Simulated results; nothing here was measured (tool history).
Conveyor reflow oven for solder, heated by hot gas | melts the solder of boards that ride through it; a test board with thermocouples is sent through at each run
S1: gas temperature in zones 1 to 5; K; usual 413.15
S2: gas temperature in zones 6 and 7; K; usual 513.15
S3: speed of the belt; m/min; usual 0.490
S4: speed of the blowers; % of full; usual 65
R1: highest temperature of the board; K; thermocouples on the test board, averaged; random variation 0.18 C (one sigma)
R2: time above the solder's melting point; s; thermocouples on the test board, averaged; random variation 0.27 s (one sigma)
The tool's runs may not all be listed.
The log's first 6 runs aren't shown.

Run 7, hour 105.4: usual settings. Result: R1 492.95 K, R2 67.2 s.
Run 8, hour 122.8: usual settings but S2 523.15 K. Result: R1 501.75 K, R2 74.1 s.
Run 9, hour 141.9: usual settings but S2 523.15 K. Result: R1 501.75 K, R2 73.8 s.
Run 10, hour 159.2: usual settings. Result: R1 493.15 K, R2 67.4 s.
Run 11, hour 178.5: usual settings but S4 67 % of full. Result: R1 493.15 K, R2 67.6 s.
Run 12, hour 203.7: usual settings but S4 67 % of full. Result: R1 493.25 K, R2 66.9 s.
At hour 212.8: flux residue cleaned out of gas plates and filters.
Run 13, hour 227.3: usual settings but S4 67 % of full. Result: R1 495.85 K, R2 70.2 s.
Run 14, hour 249.3: usual settings. Result: R1 495.85 K, R2 69.3 s.
Run 15, hour 269.4: usual settings but S3 0.417 m/min. Result: R1 500.95 K, R2 86.9 s.
Run 16, hour 295.5: usual settings but S2 521.15 K, S3 0.417 m/min, S4 67 % of full. Result: R1 508.25 K, R2 91.8 s.
Run 17, hour 319.5: usual settings but S2 508.15 K, S3 0.526 m/min. Result: R1 488.65 K, R2 59.2 s.
Run 18, hour 334.8: usual settings but S2 522.15 K. Result: R1 503.05 K, R2 74.5 s.
Run 19, hour 355.7: usual settings but S2 517.15 K, S3 0.447 m/min. Result: R1 501.95 K, R2 81.9 s.
Run 20, hour 371.3: usual settings but S1 411.15 K, S2 516.15 K, S3 0.408 m/min, S4 55 % of full. Result: R1 501.75 K, R2 88.6 s.
Run 21, hour 398.4: usual settings but S1 411.15 K, S2 516.15 K, S3 0.408 m/min, S4 55 % of full. Result: R1 501.85 K, R2 89.2 s.
Run 22, hour 417.9: usual settings but S1 411.15 K, S2 516.15 K, S3 0.408 m/min, S4 55 % of full. Result: R1 502.15 K, R2 88.8 s.
Run 23, hour 441.0: usual settings but S1 411.15 K, S2 516.15 K, S3 0.466 m/min, S4 52 % of full. Result: R1 496.45 K, R2 72.8 s.
Run 24, hour 458.1: usual settings but S1 405.15 K. Result: R1 493.35 K, R2 65.0 s.
Run 25, hour 485.2: usual settings but S1 405.15 K, S2 507.15 K. Result: R1 488.15 K, R2 60.2 s.
Run 26, hour 511.0: usual settings but S1 405.15 K, S2 514.15 K. Result: R1 493.95 K, R2 65.6 s.
Run 27, hour 529.5: usual settings but S1 406.15 K, S2 502.15 K, S4 56 % of full. Result: R1 482.35 K, R2 54.0 s.
Run 28, hour 544.3: usual settings but S1 406.15 K, S2 515.15 K, S4 56 % of full. Result: R1 492.85 K, R2 65.1 s.
Run 29, hour 556.9: usual settings but S1 408.15 K, S2 506.15 K, S4 56 % of full. Result: R1 485.85 K, R2 58.5 s.
Run 30, hour 580.3: usual settings but S2 504.15 K. Result: R1 486.75 K, R2 62.3 s.

3 ways to go on from here, each from the tool as it stands after run 30. What would each give?
Run A, hour 602.5: usual settings but S3 0.519 m/min, S4 89 % of full. Result: R1 ?, R2 ?.
Run B, hour 602.5: usual settings but S1 405.15 K, S2 509.15 K, S3 0.515 m/min. Result: R1 ?, R2 ?.
Run C, hour 602.5: usual settings but S3 0.577 m/min, S4 85 % of full. Result: R1 ?, R2 ?.

run      R1    R2
  A  495.85  66.0
  B  487.75  56.1
  C  491.35  55.3
Without the tool's hidden state the same runs would have given:
run      R1    R2
  A  496.65  65.8
  B  488.35  56.2
  C  492.25  55.4

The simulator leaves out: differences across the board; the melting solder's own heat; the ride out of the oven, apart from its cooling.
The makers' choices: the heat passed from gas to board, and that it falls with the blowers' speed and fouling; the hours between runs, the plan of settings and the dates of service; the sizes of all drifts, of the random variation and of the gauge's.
